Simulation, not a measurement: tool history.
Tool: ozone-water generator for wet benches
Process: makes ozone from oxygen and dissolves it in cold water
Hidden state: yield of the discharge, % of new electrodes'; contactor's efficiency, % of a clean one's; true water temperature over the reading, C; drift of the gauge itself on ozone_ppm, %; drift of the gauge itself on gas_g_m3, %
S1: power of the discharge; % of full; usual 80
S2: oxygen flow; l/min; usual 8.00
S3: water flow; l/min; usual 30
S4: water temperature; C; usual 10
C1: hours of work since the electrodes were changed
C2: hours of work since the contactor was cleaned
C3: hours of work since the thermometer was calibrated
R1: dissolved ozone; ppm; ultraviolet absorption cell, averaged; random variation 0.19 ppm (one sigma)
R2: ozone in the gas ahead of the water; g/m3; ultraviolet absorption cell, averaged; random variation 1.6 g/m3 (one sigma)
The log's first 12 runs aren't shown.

Run 13, hour 1274.6: usual settings but S2 9.60 l/min; C1 3692; C2 162; C3 4288. Result: R1 26.7 ppm, R2 260.8 g/m3.
Run 14, hour 1369.9: usual settings but S2 9.60 l/min; C1 3773; C2 243; C3 4369. Result: R1 26.8 ppm, R2 262.4 g/m3.
Run 15, hour 1492.3: usual settings; C1 3876; C2 347; C3 4473. Result: R1 25.0 ppm, R2 279.0 g/m3.
Run 16, hour 1610.8: usual settings; C1 3977; C2 447; C3 4573. Result: R1 24.9 ppm, R2 278.7 g/m3.
Run 17, hour 1666.8: usual settings but S1 42 % of full; C1 4024; C2 495; C3 4621. Result: R1 16.6 ppm, R2 184.0 g/m3.
Run 18, hour 1774.5: usual settings but S1 88 % of full; C1 4115; C2 586; C3 4712. Result: R1 26.6 ppm, R2 294.3 g/m3.
Run 19, hour 1882.0: usual settings but S2 10.15 l/min, S3 31 l/min, S4 15 C; C1 4206; C2 677; C3 4803. Result: R1 24.1 ppm, R2 258.4 g/m3.
Run 20, hour 2010.0: usual settings but S1 94 % of full, S2 10.15 l/min, S3 31 l/min, S4 17 C; C1 4315; C2 786; C3 4912. Result: R1 25.3 ppm, R2 283.0 g/m3.
Run 21, hour 2135.0: usual settings but S1 94 % of full, S2 10.15 l/min, S3 43 l/min, S4 5 C; C1 4421; C2 892; C3 5017. Result: R1 22.4 ppm, R2 283.4 g/m3.
At hour 2180.3: water thermometer calibrated.
Run 22, hour 2225.3: usual settings but S1 99 % of full, S2 10.15 l/min, S3 43 l/min, S4 7 C; C1 4497; C2 968; C3 38. Result: R1 22.8 ppm, R2 291.8 g/m3.
Run 23, hour 2300.5: usual settings but S1 52 % of full, S2 8.38 l/min, S3 34 l/min, S4 16 C; C1 4561; C2 1031; C3 102. Result: R1 16.0 ppm, R2 205.7 g/m3.
Run 24, hour 2354.9: usual settings but S1 52 % of full, S2 8.38 l/min, S3 34 l/min, S4 16 C; C1 4607; C2 1077; C3 148. Result: R1 15.4 ppm, R2 205.3 g/m3.
Run 25, hour 2439.1: usual settings but S2 8.86 l/min, S3 21 l/min; C1 4678; C2 1149; C3 219. Result: R1 33.2 ppm, R2 262.6 g/m3.
Run 26, hour 2518.3: usual settings but S1 53 % of full, S2 9.69 l/min, S3 31 l/min; C1 4745; C2 1216; C3 286. Result: R1 19.5 ppm, R2 199.5 g/m3.
Run 27, hour 2581.6: usual settings but S1 53 % of full, S2 9.69 l/min, S3 31 l/min; C1 4799; C2 1270; C3 340. Result: R1 19.0 ppm, R2 196.9 g/m3.
Run 28, hour 2667.0: usual settings but S2 5.07 l/min, S3 41 l/min; C1 4871; C2 1342; C3 412. Result: R1 14.8 ppm, R2 311.4 g/m3.
Run 29, hour 2770.7: usual settings but S1 55 % of full, S3 40 l/min; C1 4959; C2 1430; C3 500. Result: R1 14.5 ppm, R2 213.7 g/m3.
Run 30, hour 2888.8: usual settings but S1 53 % of full, S3 26 l/min; C1 5059; C2 1530; C3 600. Result: R1 21.0 ppm, R2 208.2 g/m3.
Run 31, hour 3010.2: usual settings but S1 53 % of full, S3 26 l/min; C1 5162; C2 1633; C3 703. Result: R1 21.0 ppm, R2 208.3 g/m3.
Run 32, hour 3065.7: usual settings but S1 46 % of full, S4 7 C; C1 5209; C2 1680; C3 750. Result: R1 17.6 ppm, R2 191.4 g/m3.
Run 33, hour 3176.5: usual settings but S1 53 % of full, S3 24 l/min, S4 7 C; C1 5303; C2 1774; C3 844. Result: R1 23.2 ppm, R2 205.4 g/m3.
Run 34, hour 3249.1: usual settings but S1 52 % of full, S3 24 l/min, S4 11 C; C1 5365; C2 1835; C3 906. Result: R1 21.8 ppm, R2 202.9 g/m3.

3 ways to go on from here, each from the tool as it stands after run 34. What would each give?
Run A, hour 3330.0: usual settings but S1 65 % of full, S2 13.78 l/min, S4 13 C; C1 5433; C2 1904; C3 974. Result: R1 ?, R2 ?.
Run B, hour 3330.0: usual settings but S1 52 % of full, S2 7.76 l/min, S3 24 l/min, S4 11 C; C1 5433; C2 1904; C3 974. Result: R1 ?, R2 ?.
Run C, hour 3330.0: usual settings but S1 52 % of full, S3 45 l/min, S4 6 C; C1 5433; C2 1904; C3 974. Result: R1 ?, R2 ?.

run    R1     R2
  A  22.5  199.7
  B  21.7  207.2
  C  12.9  205.3
Without the tool's hidden state the same runs would have given:
run    R1     R2
  A  26.0  224.3
  B  24.6  228.5
  C  14.6  226.5
